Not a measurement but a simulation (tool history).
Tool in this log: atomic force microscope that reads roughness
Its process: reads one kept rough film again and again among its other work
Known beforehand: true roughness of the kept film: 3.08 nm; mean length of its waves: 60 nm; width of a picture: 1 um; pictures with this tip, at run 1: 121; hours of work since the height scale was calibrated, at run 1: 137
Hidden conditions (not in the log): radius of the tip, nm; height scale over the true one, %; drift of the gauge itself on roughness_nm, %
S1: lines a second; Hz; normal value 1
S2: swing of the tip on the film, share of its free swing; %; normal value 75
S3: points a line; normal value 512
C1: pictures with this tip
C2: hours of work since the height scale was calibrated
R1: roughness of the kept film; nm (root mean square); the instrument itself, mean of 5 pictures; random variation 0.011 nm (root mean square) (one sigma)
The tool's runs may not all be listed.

Run 1, hour 0: usual settings; C1 121; C2 137. Result: R1 2.809 nm (root mean square).
At hour 1.6: new tip fitted.
Run 2, hour 21.8: usual settings; C1 32; C2 149. Result: R1 2.857 nm (root mean square).
Run 3, hour 36.1: usual settings; C1 55; C2 157. Result: R1 2.856 nm (root mean square).
Run 4, hour 52.2: usual settings; C1 80; C2 166. Result: R1 2.841 nm (root mean square).
Run 5, hour 64.4: usual settings; C1 100; C2 173. Result: R1 2.826 nm (root mean square).
At hour 79.7: new tip fitted.
Run 6, hour 82.5: usual settings; C1 4; C2 182. Result: R1 2.881 nm (root mean square).
Run 7, hour 94.8: usual settings but S1 2.21 Hz, S2 65 %; C1 24; C2 189. Result: R1 2.812 nm (root mean square).
Run 8, hour 118: usual settings but S3 310; C1 60; C2 202. Result: R1 2.858 nm (root mean square).
Run 9, hour 130.7: usual settings but S1 2.16 Hz, S3 378; C1 80; C2 209. Result: R1 2.695 nm (root mean square).
Run 10, hour 154.7: usual settings but S1 2.16 Hz, S3 378; C1 118; C2 222. Result: R1 2.667 nm (root mean square).
At hour 158.6: new tip fitted.
Run 11, hour 177.8: usual settings but S1 2.16 Hz, S2 79 %, S3 373; C1 30; C2 235. Result: R1 2.675 nm (root mean square).

What if the next run were any one of these 3? Each begins from the tool's condition after run 11:
Run A, hour 202.5: usual settings but S2 74 %, S3 311; C1 69; C2 248. Result: R1 ?.
Run B, hour 202.5: usual settings but S2 82 %; C1 69; C2 248. Result: R1 ?.
Run C, hour 202.5: usual settings but S1 2.16 Hz, S2 68 %, S3 373; C1 69; C2 248. Result: R1 ?.

run     R1
  A  2.834
  B  2.784
  C  2.773
With no hidden state in the tool, these same runs would have given:
run     R1
  A  2.882
  B  2.832
  C   2.82
